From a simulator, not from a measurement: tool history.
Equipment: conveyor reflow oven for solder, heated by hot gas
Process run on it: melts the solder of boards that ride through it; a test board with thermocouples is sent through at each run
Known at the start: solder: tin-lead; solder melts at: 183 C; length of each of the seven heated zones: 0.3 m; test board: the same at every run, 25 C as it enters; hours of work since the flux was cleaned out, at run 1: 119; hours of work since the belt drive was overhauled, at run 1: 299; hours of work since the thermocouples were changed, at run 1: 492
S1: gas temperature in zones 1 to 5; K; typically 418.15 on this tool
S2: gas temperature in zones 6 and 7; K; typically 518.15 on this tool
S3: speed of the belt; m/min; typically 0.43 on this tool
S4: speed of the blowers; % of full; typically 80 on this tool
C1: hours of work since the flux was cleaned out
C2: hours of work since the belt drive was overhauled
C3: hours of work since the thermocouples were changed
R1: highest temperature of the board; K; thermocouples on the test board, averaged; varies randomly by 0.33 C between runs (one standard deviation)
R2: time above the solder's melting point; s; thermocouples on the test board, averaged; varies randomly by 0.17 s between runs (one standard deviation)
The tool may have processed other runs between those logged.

| run | hour | S1 | S2 | S3 | S4 | C1 | C2 | C3 | R1 | R2 |
|---|---|---|---|---|---|---|---|---|---|---|
| 1 | 0 | 418.15 | 518.15 | 0.43 | 80 | 119 | 299 | 492 | 505.95 | 77.2 |
| 2 | 26.8 | 418.15 | 518.15 | 0.43 | 80 | 133 | 313 | 506 | 505.55 | 76.4 |
|  | 48.3 | thermocouples of zones 6 and 7 changed |
| 3 | 70.8 | 418.15 | 518.15 | 0.43 | 80 | 156 | 336 | 12 | 504.65 | 75.6 |
| 4 | 107.5 | 422.15 | 518.15 | 0.43 | 80 | 175 | 355 | 32 | 504.35 | 77.4 |
| 5 | 137.6 | 422.15 | 518.15 | 0.43 | 80 | 192 | 371 | 48 | 504.75 | 77.6 |
| 6 | 181.7 | 422.15 | 518.15 | 0.43 | 80 | 215 | 395 | 71 | 505.05 | 77.4 |
| 7 | 209.3 | 422.15 | 518.15 | 0.43 | 80 | 230 | 410 | 86 | 504.45 | 77.1 |
| 8 | 251.1 | 422.15 | 518.15 | 0.43 | 80 | 252 | 432 | 108 | 504.35 | 77.5 |
| 9 | 302.2 | 418.15 | 518.15 | 0.43 | 80 | 279 | 459 | 136 | 503.45 | 75.6 |
| 10 | 334.4 | 418.15 | 518.15 | 0.43 | 80 | 297 | 476 | 153 | 504.75 | 75.6 |
| 11 | 378.7 | 418.15 | 518.15 | 0.43 | 80 | 320 | 500 | 177 | 503.35 | 75.6 |
| 12 | 408.1 | 418.15 | 518.15 | 0.43 | 80 | 336 | 516 | 192 | 502.95 | 75.5 |
|  | 416.4 | belt drive overhauled, speed set with a stopwatch |
| 13 | 449.9 | 418.15 | 518.15 | 0.355 | 80 | 356 | 18 | 212 | 508.95 | 95.4 |
| 14 | 477 | 418.15 | 518.15 | 0.43 | 80 | 371 | 32 | 227 | 503.95 | 75.7 |
| 15 | 503.9 | 418.15 | 518.15 | 0.43 | 80 | 385 | 47 | 241 | 503.65 | 75.7 |
|  | 547.9 | belt drive overhauled, speed set with a stopwatch, once more |
| 16 | 547.9 | 430.15 | 512.15 | 0.458 | 51 | 406 | 0 | 263 | 490.95 | 65.4 |
|  | 582.6 | flux residue cleaned out of gas plates and filters |
| 17 | 595 | 430.15 | 512.15 | 0.458 | 51 | 7 | 22 | 285 | 492.05 | 67.6 |
| 18 | 634.2 | 418.15 | 514.15 | 0.428 | 80 | 28 | 43 | 306 | 501.75 | 74.8 |
| 19 | 675.8 | 415.15 | 515.15 | 0.472 | 82 | 50 | 66 | 328 | 500.45 | 65.1 |
| 20 | 699.9 | 415.15 | 515.15 | 0.472 | 82 | 63 | 79 | 341 | 500.05 | 65.2 |
| 21 | 733.6 | 418.15 | 518.15 | 0.366 | 69 | 81 | 97 | 359 | 507.05 | 91 |
| 22 | 763.1 | 418.15 | 518.15 | 0.366 | 69 | 96 | 112 | 375 | 507.85 | 90.7 |
| 23 | 795 | 418.15 | 518.15 | 0.429 | 80 | 114 | 129 | 392 | 505.95 | 76.3 |
| 24 | 825.4 | 424.15 | 518.15 | 0.398 | 63 | 130 | 146 | 408 | 505.05 | 84.9 |
| 25 | 852.2 | 424.15 | 518.15 | 0.398 | 63 | 144 | 160 | 423 | 504.35 | 84.6 |
| 26 | 880.3 | 409.15 | 518.15 | 0.431 | 60 | 159 | 175 | 438 | 498.15 | 67.8 |
| 27 | 925.3 | 409.15 | 518.15 | 0.431 | 60 | 183 | 199 | 462 | 498.35 | 67.6 |
| 28 | 973.8 | 418.15 | 518.15 | 0.514 | 80 | 209 | 225 | 488 | 499.95 | 60.3 |
| 29 | 1017.6 | 420.15 | 518.15 | 0.514 | 80 | 232 | 248 | 511 | 499.35 | 61.4 |
|  | 1026.3 | thermocouples of zones 6 and 7 changed |
| 30 | 1068.7 | 415.15 | 518.15 | 0.514 | 74 | 259 | 275 | 23 | 495.35 | 56.5 |

Run by run, hidden condition taken away, random variation retained:
What the log doesn't record here: heat that the gas passes to the board, % of a clean oven's; belt's true speed, % of the reading; true gas temperature in zones 6 and 7 over the reading, C; drift of the gauge itself on peak_c, C; drift of the gauge itself on liquid_s, %.
| run | R1 | R2 |
|---|---|---|
| 1 | 505.25 | 76.6 |
| 2 | 505.05 | 75.8 |
| 3 | 505.95 | 76 |
| 4 | 505.65 | 77.8 |
| 5 | 506.15 | 78 |
| 6 | 506.45 | 77.8 |
| 7 | 505.95 | 77.5 |
| 8 | 505.85 | 77.9 |
| 9 | 505.15 | 76.2 |
| 10 | 506.45 | 76.2 |
| 11 | 505.15 | 76.2 |
| 12 | 504.75 | 76.1 |
| 13 | 510.25 | 95.3 |
| 14 | 505.85 | 76.1 |
| 15 | 505.55 | 76.2 |
| 16 | 492.55 | 67.1 |
| 17 | 491.75 | 67.4 |
| 18 | 501.45 | 74.6 |
| 19 | 500.25 | 65 |
| 20 | 499.95 | 65.1 |
| 21 | 506.75 | 90.8 |
| 22 | 507.55 | 90.4 |
| 23 | 505.85 | 76.2 |
| 24 | 504.85 | 84.7 |
| 25 | 504.15 | 84.3 |
| 26 | 498.15 | 67.7 |
| 27 | 498.45 | 67.6 |
| 28 | 500.45 | 60.6 |
| 29 | 499.95 | 61.6 |
| 30 | 497.65 | 58 |
